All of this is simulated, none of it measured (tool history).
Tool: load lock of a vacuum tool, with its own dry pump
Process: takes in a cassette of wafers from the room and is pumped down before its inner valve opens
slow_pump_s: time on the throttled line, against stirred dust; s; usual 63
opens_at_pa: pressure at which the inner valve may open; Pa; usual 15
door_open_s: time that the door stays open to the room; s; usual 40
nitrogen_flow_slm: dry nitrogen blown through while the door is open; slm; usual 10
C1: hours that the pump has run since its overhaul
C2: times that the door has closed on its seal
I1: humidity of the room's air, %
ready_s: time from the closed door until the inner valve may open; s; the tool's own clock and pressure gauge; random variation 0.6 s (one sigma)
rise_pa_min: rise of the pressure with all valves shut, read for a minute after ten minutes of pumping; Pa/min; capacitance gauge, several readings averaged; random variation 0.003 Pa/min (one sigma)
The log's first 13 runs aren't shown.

{"run": 14, "hour": 3329.5, "slow_pump_s": 63, "opens_at_pa": 15, "door_open_s": 238, "nitrogen_flow_slm": 10, "C1": 795, "C2": 7040, "I1": 45.4, "ready_s": 119.1, "rise_pa_min": 0.038}
{"run": 15, "hour": 3533.4, "slow_pump_s": 63, "opens_at_pa": 15, "door_open_s": 238, "nitrogen_flow_slm": 10, "C1": 998, "C2": 7246, "I1": 48.1, "ready_s": 119.4, "rise_pa_min": 0.039}
{"run": 16, "hour": 3877.8, "slow_pump_s": 63, "opens_at_pa": 22, "door_open_s": 40, "nitrogen_flow_slm": 10, "C1": 1343, "C2": 7594, "I1": 44.8, "ready_s": 117.6, "rise_pa_min": 0.027}
{"run": 17, "hour": 4140.3, "slow_pump_s": 63, "opens_at_pa": 22, "door_open_s": 40, "nitrogen_flow_slm": 10, "C1": 1605, "C2": 7859, "I1": 45.2, "ready_s": 115.8, "rise_pa_min": 0.031}
{"run": 18, "hour": 4343.6, "slow_pump_s": 52, "opens_at_pa": 24, "door_open_s": 55, "nitrogen_flow_slm": 17, "C1": 1809, "C2": 8064, "I1": 43.3, "ready_s": 107.2, "rise_pa_min": 0.024}
{"run": 19, "hour": 4681.8, "slow_pump_s": 52, "opens_at_pa": 21, "door_open_s": 55, "nitrogen_flow_slm": 17, "C1": 2147, "C2": 8405, "I1": 45.2, "ready_s": 109.8, "rise_pa_min": 0.027}
{"run": 20, "hour": 4904.6, "slow_pump_s": 63, "opens_at_pa": 16, "door_open_s": 118, "nitrogen_flow_slm": 10, "C1": 2370, "C2": 8630, "I1": 47.0, "ready_s": 120.5, "rise_pa_min": 0.035}
{"run": 21, "hour": 5158.3, "slow_pump_s": 122, "opens_at_pa": 21, "door_open_s": 158, "nitrogen_flow_slm": 4, "C1": 2623, "C2": 8886, "I1": 44.0, "ready_s": 167.1, "rise_pa_min": 0.045}
{"run": 22, "hour": 5354.8, "slow_pump_s": 122, "opens_at_pa": 21, "door_open_s": 158, "nitrogen_flow_slm": 4, "C1": 2820, "C2": 9085, "I1": 48.8, "ready_s": 167.2, "rise_pa_min": 0.044}
{"run": 23, "hour": 5497.0, "slow_pump_s": 71, "opens_at_pa": 16, "door_open_s": 54, "nitrogen_flow_slm": 29, "C1": 2962, "C2": 9228, "I1": 40.8, "ready_s": 126.1, "rise_pa_min": 0.02}
{"run": 24, "hour": 5671.4, "slow_pump_s": 71, "opens_at_pa": 16, "door_open_s": 54, "nitrogen_flow_slm": 29, "C1": 3136, "C2": 9404, "I1": 43.9, "ready_s": 126.8, "rise_pa_min": 0.02}
{"run": 25, "hour": 6005.6, "slow_pump_s": 71, "opens_at_pa": 16, "door_open_s": 54, "nitrogen_flow_slm": 29, "C1": 3471, "C2": 9742, "I1": 45.0, "ready_s": 127.5, "rise_pa_min": 0.021}
{"run": 26, "hour": 6291.3, "slow_pump_s": 71, "opens_at_pa": 16, "door_open_s": 54, "nitrogen_flow_slm": 29, "C1": 3756, "C2": 10030, "I1": 40.8, "ready_s": 127.8, "rise_pa_min": 0.022}
{"run": 27, "hour": 6452.2, "slow_pump_s": 63, "opens_at_pa": 13, "door_open_s": 50, "nitrogen_flow_slm": 5, "C1": 3917, "C2": 10193, "I1": 46.9, "ready_s": 123.0, "rise_pa_min": 0.031}
{"run": 28, "hour": 6679.8, "slow_pump_s": 63, "opens_at_pa": 13, "door_open_s": 50, "nitrogen_flow_slm": 5, "C1": 4145, "C2": 10423, "I1": 42.0, "ready_s": 121.8, "rise_pa_min": 0.034}
{"run": 29, "hour": 6932.5, "slow_pump_s": 89, "opens_at_pa": 13, "door_open_s": 41, "nitrogen_flow_slm": 5, "C1": 4398, "C2": 10678, "I1": 41.4, "ready_s": 145.1, "rise_pa_min": 0.029}
{"run": 30, "hour": 7205.1, "slow_pump_s": 89, "opens_at_pa": 13, "door_open_s": 41, "nitrogen_flow_slm": 5, "C1": 4670, "C2": 10953, "I1": 47.5, "ready_s": 145.1, "rise_pa_min": 0.036}
{"run": 31, "hour": 7376.1, "slow_pump_s": 79, "opens_at_pa": 20, "door_open_s": 40, "nitrogen_flow_slm": 10, "C1": 4841, "C2": 11126, "I1": 47.4, "ready_s": 133.4, "rise_pa_min": 0.03}
{"run": 32, "hour": 7699.1, "slow_pump_s": 63, "opens_at_pa": 15, "door_open_s": 195, "nitrogen_flow_slm": 10, "C1": 5164, "C2": 11452, "I1": 48.5, "ready_s": 122.2, "rise_pa_min": 0.042}
{"run": 33, "hour": 8026.0, "slow_pump_s": 63, "opens_at_pa": 15, "door_open_s": 195, "nitrogen_flow_slm": 10, "C1": 5491, "C2": 11782, "I1": 45.6, "ready_s": 123.2, "rise_pa_min": 0.042}
{"run": 34, "hour": 8306.2, "slow_pump_s": 40, "opens_at_pa": 15, "door_open_s": 29, "nitrogen_flow_slm": 10, "C1": 5771, "C2": 12065, "I1": 45.9, "ready_s": 102.9, "rise_pa_min": 0.028}

3 ways to go on from here, each from the tool as it stands after run 34. What would each give?
{"run": "A", "hour": 8473.8, "slow_pump_s": 40, "opens_at_pa": 11, "door_open_s": 37, "nitrogen_flow_slm": 27, "C1": 5939, "C2": 12234, "I1": 44.5, "ready_s": "?", "rise_pa_min": "?"}
{"run": "B", "hour": 8473.8, "slow_pump_s": 73, "opens_at_pa": 15, "door_open_s": 44, "nitrogen_flow_slm": 9, "C1": 5939, "C2": 12234, "I1": 45.6, "ready_s": "?", "rise_pa_min": "?"}
{"run": "C", "hour": 8473.8, "slow_pump_s": 76, "opens_at_pa": 11, "door_open_s": 63, "nitrogen_flow_slm": 10, "C1": 5939, "C2": 12234, "I1": 44.2, "ready_s": "?", "rise_pa_min": "?"}

run=A ready_s=104.9 rise_pa_min=0.026
run=B ready_s=131.0 rise_pa_min=0.033
run=C ready_s=135.9 rise_pa_min=0.035
Without the tool's hidden state the same runs would have given:
run=A ready_s=101.7 rise_pa_min=0.009
run=B ready_s=128.1 rise_pa_min=0.017
run=C ready_s=132.9 rise_pa_min=0.018
